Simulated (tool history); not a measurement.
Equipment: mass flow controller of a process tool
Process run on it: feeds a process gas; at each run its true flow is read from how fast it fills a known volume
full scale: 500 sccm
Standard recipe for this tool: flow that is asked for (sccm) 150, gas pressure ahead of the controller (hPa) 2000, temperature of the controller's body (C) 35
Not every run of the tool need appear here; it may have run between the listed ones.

run	hour	flow that is asked for (sccm)	gas pressure ahead of the controller (hPa)	temperature of the controller's body (C)	true flow (%)
1	0	150	2000	35	102.15
2	378	150	2000	35	102.38
3	584.2	150	2000	35	102.52
4	858.4	150	2000	35	102.69
5	1207.4	150	2000	35	102.91
6	1511.8	150	2000	35	103.04
7	1945.4	150	2000	35	103.33
8	2212.4	150	2000	35	103.69
9	2461.1	150	2000	35	103.88
10	2681.5	150	2000	35	103.8
11	2920.3	150	2000	35	103.88
# hour 2957: controller's zero set anew
12	3102.6	150	1680	35	105.04
13	3320.7	92	2050	35	107
14	3585.4	92	1490	35	107.42
15	3799.9	92	1490	21	108.39
16	4072.3	81	2050	20	109.39
17	4442.3	161	1620	35	105.59
18	4692.8	71	2030	23	110.92
# hour 4970.1: controller exchanged for a calibrated one
19	5009.5	64	1500	35	99.07

The next listed run, before its measurement:
20	5329.9	150	2000	21	?

true flow (%): 99.86
Were there no unlogged condition in the tool, this run, its random variation unchanged, would have produced true flow (%) 99.59.

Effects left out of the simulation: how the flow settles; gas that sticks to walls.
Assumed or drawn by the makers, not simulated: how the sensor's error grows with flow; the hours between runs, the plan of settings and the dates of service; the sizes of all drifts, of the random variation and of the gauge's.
